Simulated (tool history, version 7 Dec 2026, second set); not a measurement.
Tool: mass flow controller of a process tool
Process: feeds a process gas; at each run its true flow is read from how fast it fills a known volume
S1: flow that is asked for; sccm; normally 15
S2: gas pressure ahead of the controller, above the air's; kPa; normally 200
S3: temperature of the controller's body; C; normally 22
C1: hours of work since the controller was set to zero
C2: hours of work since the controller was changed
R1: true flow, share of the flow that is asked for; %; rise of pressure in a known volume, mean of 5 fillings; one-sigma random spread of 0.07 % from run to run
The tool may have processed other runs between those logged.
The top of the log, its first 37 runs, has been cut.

run 38 hour=9045 | S1=17 S2=265 S3=35 | C1=4850 C2=10247 | R1=98.86
run 39 hour=9215.3 | S1=17 S2=265 S3=35 | C1=4932 C2=10329 | R1=98.96
run 40 hour=9509 | S1=17 S2=175 S3=35 | C1=5074 C2=10470 | R1=99.49
run 41 hour=9828.8 | S1=5 S2=175 S3=35 | C1=5227 C2=10624 | R1=104.95
-- hour=9859.6 controller's zero set anew
run 42 hour=10116.9 | S1=15 S2=188 S3=40 | C1=124 C2=10762 | R1=97.24
run 43 hour=10377.6 | S1=15 S2=188 S3=40 | C1=249 C2=10888 | R1=97.23
run 44 hour=10626.5 | S1=15 S2=188 S3=40 | C1=369 C2=11008 | R1=97.28
run 45 hour=10861.4 | S1=15 S2=187 S3=28 | C1=482 C2=11121 | R1=97.01
run 46 hour=11105 | S1=23 S2=187 S3=28 | C1=599 C2=11238 | R1=97.18

Each row is a separate what-if for the run after 46, all from the same tool condition, not one after another. Results?
run A hour=11420.1 | S1=15 S2=193 S3=29 | C1=751 C2=11389 | R1=?
run B hour=11420.1 | S1=15 S2=176 S3=22 | C1=751 C2=11389 | R1=?
run C hour=11420.1 | S1=30 S2=143 S3=28 | C1=751 C2=11389 | R1=?
run D hour=11420.1 | S1=11 S2=245 S3=25 | C1=751 C2=11389 | R1=?

run=A R1=97.02
run=B R1=96.93
run=C R1=97.64
run=D R1=96.69
Without the tool's unlogged condition, the same runs would have read:
run=A R1=98.77
run=B R1=98.68
run=C R1=99.64
run=D R1=98.26
